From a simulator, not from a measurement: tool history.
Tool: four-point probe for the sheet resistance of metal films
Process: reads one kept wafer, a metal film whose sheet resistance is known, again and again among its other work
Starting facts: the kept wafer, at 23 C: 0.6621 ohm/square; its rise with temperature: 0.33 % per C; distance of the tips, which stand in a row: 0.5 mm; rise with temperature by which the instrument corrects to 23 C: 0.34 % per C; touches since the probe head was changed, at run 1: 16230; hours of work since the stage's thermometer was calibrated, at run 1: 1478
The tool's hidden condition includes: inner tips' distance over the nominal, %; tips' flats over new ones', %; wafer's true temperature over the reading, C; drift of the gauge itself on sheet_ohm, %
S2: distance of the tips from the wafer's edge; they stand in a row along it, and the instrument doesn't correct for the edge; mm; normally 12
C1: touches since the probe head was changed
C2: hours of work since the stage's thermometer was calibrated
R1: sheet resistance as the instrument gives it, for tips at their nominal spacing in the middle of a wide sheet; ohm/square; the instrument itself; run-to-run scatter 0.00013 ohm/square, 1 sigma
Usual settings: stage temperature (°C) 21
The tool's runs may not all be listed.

run 1 hour=0 | stage_temperature_(°C)=21 S2=12 | C1=16230 C2=1478 | R1=0.665423
run 2 hour=18 | stage_temperature_(°C)=21 S2=12 | C1=16600 C2=1490 | R1=0.665409
run 3 hour=51.8 | stage_temperature_(°C)=21 S2=12 | C1=17296 C2=1514 | R1=0.665367
run 4 hour=70 | stage_temperature_(°C)=21 S2=12 | C1=17672 C2=1526 | R1=0.665244
run 5 hour=104.9 | stage_temperature_(°C)=21 S2=12 | C1=18391 C2=1551 | R1=0.665144
run 6 hour=139.9 | stage_temperature_(°C)=21 S2=12 | C1=19113 C2=1575 | R1=0.665042
run 7 hour=178.1 | stage_temperature_(°C)=21 S2=12 | C1=19900 C2=1601 | R1=0.665074
run 8 hour=199 | stage_temperature_(°C)=21 S2=12 | C1=20331 C2=1616 | R1=0.665032
run 9 hour=228.8 | stage_temperature_(°C)=21 S2=12 | C1=20944 C2=1637 | R1=0.664934
run 10 hour=250.5 | stage_temperature_(°C)=21 S2=12 | C1=21392 C2=1652 | R1=0.665202
run 11 hour=267.5 | stage_temperature_(°C)=19 S2=12 | C1=21741 C2=1664 | R1=0.665234
run 12 hour=284 | stage_temperature_(°C)=21 S2=8 | C1=22081 C2=1675 | R1=0.665646
run 13 hour=320.1 | stage_temperature_(°C)=21 S2=8 | C1=22827 C2=1700 | R1=0.665781
run 14 hour=355.5 | stage_temperature_(°C)=21 S2=8 | C1=23556 C2=1725 | R1=0.665934
run 15 hour=386.6 | stage_temperature_(°C)=21 S2=8 | C1=24196 C2=1746 | R1=0.665738
run 16 hour=419.4 | stage_temperature_(°C)=21 S2=8 | C1=24872 C2=1769 | R1=0.665783
run 17 hour=458.1 | stage_temperature_(°C)=21 S2=8 | C1=25669 C2=1796 | R1=0.665912
run 18 hour=488.9 | stage_temperature_(°C)=21 S2=8 | C1=26305 C2=1818 | R1=0.665654
run 19 hour=511.6 | stage_temperature_(°C)=30 S2=8 | C1=26773 C2=1833 | R1=0.664521
run 20 hour=549.2 | stage_temperature_(°C)=22 S2=8 | C1=27548 C2=1859 | R1=0.665446
run 21 hour=577 | stage_temperature_(°C)=23 S2=8 | C1=28120 C2=1879 | R1=0.665391
run 22 hour=609.2 | stage_temperature_(°C)=19 S2=45 | C1=28783 C2=1901 | R1=0.664389
run 23 hour=637 | stage_temperature_(°C)=24 S2=10 | C1=29357 C2=1920 | R1=0.664516
run 24 hour=674.8 | stage_temperature_(°C)=24 S2=10 | C1=30134 C2=1947 | R1=0.664795
run 25 hour=701.5 | stage_temperature_(°C)=24 S2=10 | C1=30685 C2=1965 | R1=0.664846
run 26 hour=722 | stage_temperature_(°C)=22 S2=22 | C1=31107 C2=1980 | R1=0.664554
run 27 hour=752 | stage_temperature_(°C)=21 S2=44 | C1=31726 C2=2000 | R1=0.664182
run 28 hour=775.2 | stage_temperature_(°C)=23 S2=14 | C1=32204 C2=2017 | R1=0.664458

Here are 5 independent what-if runs from the current tool condition. What would each one return?
run A hour=813.3 | stage_temperature_(°C)=21 S2=5 | C1=32989 C2=2043 | R1=?
run B hour=813.3 | stage_temperature_(°C)=19 S2=12 | C1=32989 C2=2043 | R1=?
run C hour=813.3 | stage_temperature_(°C)=21 S2=6 | C1=32989 C2=2043 | R1=?
run D hour=813.3 | stage_temperature_(°C)=22 S2=7 | C1=32989 C2=2043 | R1=?
run E hour=813.3 | stage_temperature_(°C)=25 S2=12 | C1=32989 C2=2043 | R1=?

run=A R1=0.667862
run=B R1=0.66479
run=C R1=0.666616
run=D R1=0.665759
run=E R1=0.664477
The same runs, with their run-to-run variation unchanged, on a tool lacking any hidden condition would have given:
run=A R1=0.666034
run=B R1=0.662966
run=C R1=0.664791
run=D R1=0.663938
run=E R1=0.662665

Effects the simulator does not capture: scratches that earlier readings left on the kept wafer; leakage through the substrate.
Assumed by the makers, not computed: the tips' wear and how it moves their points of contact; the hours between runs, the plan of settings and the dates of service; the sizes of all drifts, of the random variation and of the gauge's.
